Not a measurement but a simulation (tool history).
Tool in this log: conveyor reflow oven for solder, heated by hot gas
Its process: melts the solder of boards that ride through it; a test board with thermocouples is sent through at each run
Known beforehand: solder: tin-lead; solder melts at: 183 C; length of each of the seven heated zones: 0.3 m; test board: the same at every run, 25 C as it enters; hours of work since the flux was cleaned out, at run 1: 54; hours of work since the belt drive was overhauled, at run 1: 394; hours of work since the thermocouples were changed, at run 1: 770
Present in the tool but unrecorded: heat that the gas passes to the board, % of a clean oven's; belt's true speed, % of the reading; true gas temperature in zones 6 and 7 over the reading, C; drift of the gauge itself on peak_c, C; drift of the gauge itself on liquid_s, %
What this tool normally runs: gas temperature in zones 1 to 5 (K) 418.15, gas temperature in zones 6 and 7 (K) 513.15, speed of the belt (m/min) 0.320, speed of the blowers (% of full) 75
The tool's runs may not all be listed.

run	day	gas temperature in zones 1 to 5 (K)	gas temperature in zones 6 and 7 (K)	speed of the belt (m/min)	speed of the blowers (% of full)	hours of work since the flux was cleaned out	hours of work since the belt drive was overhauled	hours of work since the thermocouples were changed	highest temperature of the board (K)	time above the solder's melting point (s)
1	0.000	418.15	513.15	0.320	75	54	394	770	499.55	97.5
2	1.854	418.15	513.15	0.320	75	75	415	791	499.15	97.4
3	2.750	418.15	513.15	0.320	75	85	425	801	499.85	97.6
4	3.779	418.15	513.15	0.320	75	97	437	813	499.55	97.2
5	4.871	418.15	513.15	0.320	75	109	449	825	499.65	97.5
6	6.304	418.15	513.15	0.320	75	125	465	841	499.35	97.5
7	7.850	418.15	513.15	0.320	75	143	483	859	499.75	97.4
8	9.342	418.15	501.15	0.320	75	160	500	875	488.55	87.4
9	11.129	418.15	501.15	0.320	75	180	520	896	488.55	87.3
10	13.104	418.15	501.15	0.320	75	202	542	918	488.85	87.5
11	14.896	418.15	501.15	0.320	52	222	562	938	482.35	75.7
12	16.100	418.15	501.15	0.320	52	236	576	952	482.25	75.5
# day 16.988: flux residue cleaned out of gas plates and filters
13	18.246	418.15	513.15	0.320	75	14	598	974	499.65	97.8
14	20.288	418.15	513.15	0.284	75	37	621	997	502.45	113.6
15	21.212	418.15	513.15	0.320	72	48	631	1007	498.55	96.4
16	22.512	430.15	516.15	0.375	51	62	646	1022	490.85	79.9
17	23.588	426.15	519.15	0.326	58	74	658	1034	500.45	100.5
18	24.696	428.15	513.15	0.320	57	87	671	1047	496.15	99.8
19	25.617	418.15	513.15	0.320	71	97	681	1057	498.75	96.3
# day 26.946: thermocouples of zones 6 and 7 changed
20	26.992	418.15	508.15	0.320	51	112	696	1	487.05	83.1
# day 27.838: belt drive overhauled, speed set with a stopwatch
21	29.104	418.15	510.15	0.320	75	134	14	23	496.85	95.5
22	30.996	418.15	510.15	0.320	75	155	36	44	496.95	95.2
23	32.250	418.15	513.15	0.282	75	170	50	58	502.65	113.7
24	33.612	418.15	516.15	0.282	75	185	65	73	505.65	115.9
25	35.658	418.15	506.15	0.282	72	208	88	97	495.55	107.5
26	37.721	409.15	506.15	0.280	72	231	112	120	494.55	102.2
# day 39.112: flux residue cleaned out of gas plates and filters
27	39.908	409.15	527.15	0.280	72	9	134	142	514.35	118.6

Forecast each of these 3 alternatives for the next run:
A	40.850	409.15	506.15	0.280	72	20	145	153	?	?
B	40.850	409.15	527.15	0.358	72	20	145	153	?	?
C	40.850	409.15	521.15	0.280	72	20	145	153	?	?

run	highest temperature of the board (K)	time above the solder's melting point (s)
A	494.95	102.6
B	505.45	87.0
C	508.65	114.4
Take away the tool's hidden state, keep each run's random variation, and the runs would have read:
run	highest temperature of the board (K)	time above the solder's melting point (s)
A	494.85	102.5
B	505.45	87.0
C	508.65	114.4
